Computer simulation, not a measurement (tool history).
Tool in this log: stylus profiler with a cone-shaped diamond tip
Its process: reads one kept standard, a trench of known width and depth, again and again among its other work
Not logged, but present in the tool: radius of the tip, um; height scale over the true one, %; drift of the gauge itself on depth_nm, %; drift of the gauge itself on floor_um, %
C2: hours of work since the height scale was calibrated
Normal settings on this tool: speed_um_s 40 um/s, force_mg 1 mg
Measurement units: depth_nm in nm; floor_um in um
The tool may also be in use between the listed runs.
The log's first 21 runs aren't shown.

run 22 hour=371.7 | speed_um_s=38 force_mg=2.71 | scans_with_this_tip=5583 C2=661 | depth_nm=201.85 floor_um=17.49
run 23 hour=385.6 | speed_um_s=94 force_mg=0.54 | scans_with_this_tip=5652 C2=669 | depth_nm=200.24 floor_um=17.23
run 24 hour=405.4 | speed_um_s=11 force_mg=1.94 | scans_with_this_tip=5751 C2=681 | depth_nm=201.4 floor_um=17.61
run 25 hour=423.5 | speed_um_s=11 force_mg=1.94 | scans_with_this_tip=5841 C2=692 | depth_nm=201.34 floor_um=17.6
run 26 hour=447 | speed_um_s=152 force_mg=2.43 | scans_with_this_tip=5957 C2=705 | depth_nm=201.42 floor_um=17.26
run 27 hour=463.4 | speed_um_s=152 force_mg=2.43 | scans_with_this_tip=6039 C2=715 | depth_nm=201.54 floor_um=17.28
run 28 hour=487 | speed_um_s=136 force_mg=1 | scans_with_this_tip=6156 C2=729 | depth_nm=200.78 floor_um=17.15
run 29 hour=511.3 | speed_um_s=12 force_mg=0.76 | scans_with_this_tip=6277 C2=743 | depth_nm=200.35 floor_um=17.5
run 30 hour=522.9 | speed_um_s=12 force_mg=0.76 | scans_with_this_tip=6334 C2=750 | depth_nm=200.28 floor_um=17.56
run 31 hour=541.6 | speed_um_s=12 force_mg=0.76 | scans_with_this_tip=6427 C2=761 | depth_nm=200.5 floor_um=17.53
run 32 hour=555.3 | speed_um_s=12 force_mg=1.19 | scans_with_this_tip=6495 C2=769 | depth_nm=200.78 floor_um=17.55
run 33 hour=570.3 | speed_um_s=54 force_mg=0.87 | scans_with_this_tip=6569 C2=778 | depth_nm=200.56 floor_um=17.42
run 34 hour=582 | speed_um_s=12 force_mg=2.08 | scans_with_this_tip=6627 C2=785 | depth_nm=201.43 floor_um=17.62
run 35 hour=605.1 | speed_um_s=62 force_mg=2.83 | scans_with_this_tip=6742 C2=798 | depth_nm=201.79 floor_um=17.48
run 36 hour=620.7 | speed_um_s=16 force_mg=2.15 | scans_with_this_tip=6819 C2=808 | depth_nm=201.25 floor_um=17.56
run 37 hour=638.4 | speed_um_s=27 force_mg=2.15 | scans_with_this_tip=6907 C2=818 | depth_nm=201.24 floor_um=17.52

What does the tool deliver on the next run?
run 38 hour=658.7 | speed_um_s=131 force_mg=2.15 | scans_with_this_tip=7008 C2=830 | depth_nm=? floor_um=?

depth_nm: 201.15 nm
floor_um: 17.29 um
With the hidden condition absent and the run-to-run variation left alone, this run would have shown depth_nm 201.73 nm, floor_um 17.77 um.

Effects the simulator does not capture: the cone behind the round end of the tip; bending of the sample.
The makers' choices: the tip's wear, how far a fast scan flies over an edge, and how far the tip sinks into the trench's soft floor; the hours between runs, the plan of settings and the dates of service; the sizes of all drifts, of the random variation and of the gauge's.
